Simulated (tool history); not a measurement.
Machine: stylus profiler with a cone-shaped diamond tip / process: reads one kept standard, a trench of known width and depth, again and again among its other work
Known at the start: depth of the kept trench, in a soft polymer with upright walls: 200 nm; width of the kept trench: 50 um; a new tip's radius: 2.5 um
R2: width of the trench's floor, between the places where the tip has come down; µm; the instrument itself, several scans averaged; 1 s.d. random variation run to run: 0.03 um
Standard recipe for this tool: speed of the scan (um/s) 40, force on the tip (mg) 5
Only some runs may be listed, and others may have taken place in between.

run 1 hour=0 | speed_of_the_scan_(um/s)=40 force_on_the_tip_(mg)=5 | depth_of_the_trench_(Å)=2015.2 R2=47.65
run 2 hour=22.4 | speed_of_the_scan_(um/s)=40 force_on_the_tip_(mg)=5 | depth_of_the_trench_(Å)=2015.7 R2=47.68
run 3 hour=35.1 | speed_of_the_scan_(um/s)=40 force_on_the_tip_(mg)=5 | depth_of_the_trench_(Å)=2015.6 R2=47.62
run 4 hour=56 | speed_of_the_scan_(um/s)=40 force_on_the_tip_(mg)=5 | depth_of_the_trench_(Å)=2014.8 R2=47.66
run 5 hour=82.5 | speed_of_the_scan_(um/s)=40 force_on_the_tip_(mg)=4.48 | depth_of_the_trench_(Å)=2013.5 R2=47.66
run 6 hour=108.7 | speed_of_the_scan_(um/s)=40 force_on_the_tip_(mg)=4.48 | depth_of_the_trench_(Å)=2013.4 R2=47.62
run 7 hour=128.6 | speed_of_the_scan_(um/s)=136 force_on_the_tip_(mg)=5 | depth_of_the_trench_(Å)=2013.6 R2=47.37
run 8 hour=149.8 | speed_of_the_scan_(um/s)=40 force_on_the_tip_(mg)=5 | depth_of_the_trench_(Å)=2014 R2=47.62
run 9 hour=177.9 | speed_of_the_scan_(um/s)=40 force_on_the_tip_(mg)=8.72 | depth_of_the_trench_(Å)=2022.3 R2=47.61
run 10 hour=198.5 | speed_of_the_scan_(um/s)=40 force_on_the_tip_(mg)=8.72 | depth_of_the_trench_(Å)=2022.2 R2=47.66
run 11 hour=222.6 | speed_of_the_scan_(um/s)=40 force_on_the_tip_(mg)=5 | depth_of_the_trench_(Å)=2014.1 R2=47.59
run 12 hour=252.8 | speed_of_the_scan_(um/s)=159 force_on_the_tip_(mg)=5 | depth_of_the_trench_(Å)=2013.8 R2=47.25
run 13 hour=278.5 | speed_of_the_scan_(um/s)=159 force_on_the_tip_(mg)=5 | depth_of_the_trench_(Å)=2014.8 R2=47.24
run 14 hour=304.4 | speed_of_the_scan_(um/s)=16 force_on_the_tip_(mg)=5 | depth_of_the_trench_(Å)=2013.7 R2=47.58
run 15 hour=323.3 | speed_of_the_scan_(um/s)=25 force_on_the_tip_(mg)=5 | depth_of_the_trench_(Å)=2014 R2=47.54
run 16 hour=341.9 | speed_of_the_scan_(um/s)=56 force_on_the_tip_(mg)=5 | depth_of_the_trench_(Å)=2014 R2=47.52
run 17 hour=359.6 | speed_of_the_scan_(um/s)=123 force_on_the_tip_(mg)=5 | depth_of_the_trench_(Å)=2013.7 R2=47.33
run 18 hour=390.1 | speed_of_the_scan_(um/s)=40 force_on_the_tip_(mg)=5 | depth_of_the_trench_(Å)=2014.1 R2=47.46
run 19 hour=413.7 | speed_of_the_scan_(um/s)=40 force_on_the_tip_(mg)=5 | depth_of_the_trench_(Å)=2013.5 R2=47.49
run 20 hour=430.3 | speed_of_the_scan_(um/s)=40 force_on_the_tip_(mg)=5 | depth_of_the_trench_(Å)=2013.3 R2=47.5
run 21 hour=454.3 | speed_of_the_scan_(um/s)=13 force_on_the_tip_(mg)=5 | depth_of_the_trench_(Å)=2012.8 R2=47.55
run 22 hour=480.5 | speed_of_the_scan_(um/s)=13 force_on_the_tip_(mg)=5 | depth_of_the_trench_(Å)=2012.9 R2=47.57
run 23 hour=506.6 | speed_of_the_scan_(um/s)=40 force_on_the_tip_(mg)=11.64 | depth_of_the_trench_(Å)=2026.9 R2=47.51
run 24 hour=537 | speed_of_the_scan_(um/s)=124 force_on_the_tip_(mg)=1.71 | depth_of_the_trench_(Å)=2004.3 R2=46.99
run 25 hour=558.2 | speed_of_the_scan_(um/s)=20 force_on_the_tip_(mg)=3.48 | depth_of_the_trench_(Å)=2009.3 R2=47.53
run 26 hour=581.4 | speed_of_the_scan_(um/s)=19 force_on_the_tip_(mg)=5.94 | depth_of_the_trench_(Å)=2015.3 R2=47.55
run 27 hour=606.3 | speed_of_the_scan_(um/s)=19 force_on_the_tip_(mg)=5.94 | depth_of_the_trench_(Å)=2014.8 R2=47.47
run 28 hour=637 | speed_of_the_scan_(um/s)=19 force_on_the_tip_(mg)=5.94 | depth_of_the_trench_(Å)=2014.2 R2=47.51
run 29 hour=653.2 | speed_of_the_scan_(um/s)=23 force_on_the_tip_(mg)=1.68 | depth_of_the_trench_(Å)=2003.9 R2=47.39
-- hour=655.3 height scale calibrated on a step standard
run 30 hour=674.9 | speed_of_the_scan_(um/s)=23 force_on_the_tip_(mg)=1.68 | depth_of_the_trench_(Å)=2001.3 R2=47.4
run 31 hour=704.7 | speed_of_the_scan_(um/s)=23 force_on_the_tip_(mg)=1.68 | depth_of_the_trench_(Å)=2002.1 R2=47.41
run 32 hour=729.9 | speed_of_the_scan_(um/s)=23 force_on_the_tip_(mg)=1.68 | depth_of_the_trench_(Å)=2000.5 R2=47.36
run 33 hour=754.3 | speed_of_the_scan_(um/s)=17 force_on_the_tip_(mg)=2.56 | depth_of_the_trench_(Å)=2004.2 R2=47.42
-- hour=757.7 height scale calibrated on a step standard, once more
run 34 hour=784 | speed_of_the_scan_(um/s)=21 force_on_the_tip_(mg)=5 | depth_of_the_trench_(Å)=2017.8 R2=47.45
run 35 hour=800.8 | speed_of_the_scan_(um/s)=44 force_on_the_tip_(mg)=6.99 | depth_of_the_trench_(Å)=2022.3 R2=47.4
run 36 hour=827.5 | speed_of_the_scan_(um/s)=44 force_on_the_tip_(mg)=6.99 | depth_of_the_trench_(Å)=2021.5 R2=47.39
run 37 hour=847.7 | speed_of_the_scan_(um/s)=32 force_on_the_tip_(mg)=8.99 | depth_of_the_trench_(Å)=2024.6 R2=47.39
run 38 hour=876.9 | speed_of_the_scan_(um/s)=131 force_on_the_tip_(mg)=12.22 | depth_of_the_trench_(Å)=2031.4 R2=47.3
run 39 hour=889.5 | speed_of_the_scan_(um/s)=89 force_on_the_tip_(mg)=12.04 | depth_of_the_trench_(Å)=2032.4 R2=47.28
run 40 hour=910.2 | speed_of_the_scan_(um/s)=89 force_on_the_tip_(mg)=12.04 | depth_of_the_trench_(Å)=2031.5 R2=47.29
run 41 hour=936.1 | speed_of_the_scan_(um/s)=89 force_on_the_tip_(mg)=12.04 | depth_of_the_trench_(Å)=2030.1 R2=47.3
run 42 hour=963.5 | speed_of_the_scan_(um/s)=29 force_on_the_tip_(mg)=8.56 | depth_of_the_trench_(Å)=2025.1 R2=47.36
run 43 hour=981.4 | speed_of_the_scan_(um/s)=29 force_on_the_tip_(mg)=8.56 | depth_of_the_trench_(Å)=2024.4 R2=47.35
run 44 hour=1003.2 | speed_of_the_scan_(um/s)=29 force_on_the_tip_(mg)=8.56 | depth_of_the_trench_(Å)=2023.8 R2=47.36
run 45 hour=1022.7 | speed_of_the_scan_(um/s)=125 force_on_the_tip_(mg)=4.95 | depth_of_the_trench_(Å)=2016.1 R2=47.09
run 46 hour=1038.2 | speed_of_the_scan_(um/s)=53 force_on_the_tip_(mg)=2.79 | depth_of_the_trench_(Å)=2011.6 R2=47.19

Here are 4 independent what-if runs from the current tool condition. What would each one return?
run A hour=1064.6 | speed_of_the_scan_(um/s)=17 force_on_the_tip_(mg)=2.79 | depth_of_the_trench_(Å)=? R2=?
run B hour=1064.6 | speed_of_the_scan_(um/s)=82 force_on_the_tip_(mg)=3.01 | depth_of_the_trench_(Å)=? R2=?
run C hour=1064.6 | speed_of_the_scan_(um/s)=40 force_on_the_tip_(mg)=5.17 | depth_of_the_trench_(Å)=? R2=?
run D hour=1064.6 | speed_of_the_scan_(um/s)=85 force_on_the_tip_(mg)=9.2 | depth_of_the_trench_(Å)=? R2=?

run=A depth_of_the_trench_(Å)=2010.7 R2=47.36
run=B depth_of_the_trench_(Å)=2011.5 R2=47.11
run=C depth_of_the_trench_(Å)=2016.5 R2=47.28
run=D depth_of_the_trench_(Å)=2026 R2=47.21
Without the tool's unlogged condition, the same runs would have read:
run=A depth_of_the_trench_(Å)=2012 R2=48.01
run=B depth_of_the_trench_(Å)=2012.8 R2=47.76
run=C depth_of_the_trench_(Å)=2017.8 R2=47.93
run=D depth_of_the_trench_(Å)=2027.3 R2=47.86
